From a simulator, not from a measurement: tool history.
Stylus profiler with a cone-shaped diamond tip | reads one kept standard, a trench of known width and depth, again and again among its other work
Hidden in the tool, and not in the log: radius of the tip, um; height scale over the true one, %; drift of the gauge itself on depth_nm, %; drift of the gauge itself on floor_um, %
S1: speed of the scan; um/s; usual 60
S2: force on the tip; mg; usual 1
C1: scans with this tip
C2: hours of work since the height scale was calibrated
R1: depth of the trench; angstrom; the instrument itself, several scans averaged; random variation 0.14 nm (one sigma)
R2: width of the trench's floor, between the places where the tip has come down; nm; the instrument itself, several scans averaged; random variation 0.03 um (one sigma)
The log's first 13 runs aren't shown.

run,day,S1,S2,C1,C2,R1,R2
14,33.471,182,1,15442,1118,5024.6,14320
15,36.204,182,1,16156,1170,5025.3,14350
16,39.083,182,1,16906,1225,5026.9,14330
17,40.525,182,1,17283,1252,5025.5,14330
18,43.242,182,1,17991,1303,5023.8,14330
# day 44.938: height scale calibrated on a step standard
19,45.704,182,1,18628,14,5025.9,14330
20,47.129,182,0.98,18999,41,5022.5,14370
21,48.725,60,1,19416,72,5026.6,15180
22,51.15,60,1,20048,117,5024.3,15160
23,52.967,60,1,20521,152,5024,15180
24,54.317,16,1.08,20875,177,5026.7,15560

Run 25 comes next. What will it give?
25,55.942,27,1.21,21298,208,?,?

Run 25 gave R1 5026.8 angstrom, R2 15450 nm.
Without the tool's hidden state the same run would have given R1 5026.8 angstrom, R2 15490 nm.

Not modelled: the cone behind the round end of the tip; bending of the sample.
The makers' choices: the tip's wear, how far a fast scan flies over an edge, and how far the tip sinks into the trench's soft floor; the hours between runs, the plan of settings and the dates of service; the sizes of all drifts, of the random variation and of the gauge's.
